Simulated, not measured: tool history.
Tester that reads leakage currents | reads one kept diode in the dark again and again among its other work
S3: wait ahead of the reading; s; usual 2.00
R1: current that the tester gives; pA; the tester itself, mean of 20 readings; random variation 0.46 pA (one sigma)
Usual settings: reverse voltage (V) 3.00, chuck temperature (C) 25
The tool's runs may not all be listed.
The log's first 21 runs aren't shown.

{"run": 22, "hour": 496.9, "reverse voltage (V)": 6.88, "chuck temperature (C)": 54, "S3": 2.0, "R1": 2033.24}
{"run": 23, "hour": 514.0, "reverse voltage (V)": 6.88, "chuck temperature (C)": 54, "S3": 2.0, "R1": 2036.31}
{"run": 24, "hour": 531.7, "reverse voltage (V)": 3.0, "chuck temperature (C)": 40, "S3": 4.87, "R1": 520.48}
{"run": 25, "hour": 561.2, "reverse voltage (V)": 3.0, "chuck temperature (C)": 40, "S3": 4.87, "R1": 519.14}
{"run": 26, "hour": 591.8, "reverse voltage (V)": 13.55, "chuck temperature (C)": 25, "S3": 2.0, "R1": 295.08}
{"run": 27, "hour": 624.9, "reverse voltage (V)": 13.55, "chuck temperature (C)": 25, "S3": 2.0, "R1": 295.63}
{"run": 28, "hour": 653.8, "reverse voltage (V)": 3.0, "chuck temperature (C)": 25, "S3": 0.43, "R1": 157.74}
{"run": 29, "hour": 679.3, "reverse voltage (V)": 4.54, "chuck temperature (C)": 26, "S3": 6.31, "R1": 202.56}
{"run": 30, "hour": 709.9, "reverse voltage (V)": 15.86, "chuck temperature (C)": 25, "S3": 5.3, "R1": 318.32}
{"run": 31, "hour": 743.8, "reverse voltage (V)": 15.86, "chuck temperature (C)": 25, "S3": 5.3, "R1": 320.03}
{"run": 32, "hour": 779.6, "reverse voltage (V)": 3.0, "chuck temperature (C)": 59, "S3": 2.0, "R1": 2074.43}
{"run": 33, "hour": 797.1, "reverse voltage (V)": 12.66, "chuck temperature (C)": 40, "S3": 0.31, "R1": 949.13}
{"run": 34, "hour": 828.1, "reverse voltage (V)": 3.02, "chuck temperature (C)": 40, "S3": 0.31, "R1": 527.89}
{"run": 35, "hour": 853.3, "reverse voltage (V)": 3.02, "chuck temperature (C)": 40, "S3": 1.9, "R1": 527.48}
{"run": 36, "hour": 883.7, "reverse voltage (V)": 9.61, "chuck temperature (C)": 25, "S3": 2.0, "R1": 259.3}
{"run": 37, "hour": 908.1, "reverse voltage (V)": 1.36, "chuck temperature (C)": 25, "S3": 2.0, "R1": 114.67}
{"run": 38, "hour": 943.8, "reverse voltage (V)": 1.36, "chuck temperature (C)": 25, "S3": 2.0, "R1": 115.35}
{"run": 39, "hour": 968.7, "reverse voltage (V)": 3.0, "chuck temperature (C)": 25, "S3": 8.28, "R1": 160.17}

Forecast run 40:
{"run": 40, "hour": 985.8, "reverse voltage (V)": 3.0, "chuck temperature (C)": 20, "S3": 6.4, "R1": "?"}

Run 40 gave R1 105.25 pA.
Without the tool's hidden state the same run would have given R1 97.81 pA.

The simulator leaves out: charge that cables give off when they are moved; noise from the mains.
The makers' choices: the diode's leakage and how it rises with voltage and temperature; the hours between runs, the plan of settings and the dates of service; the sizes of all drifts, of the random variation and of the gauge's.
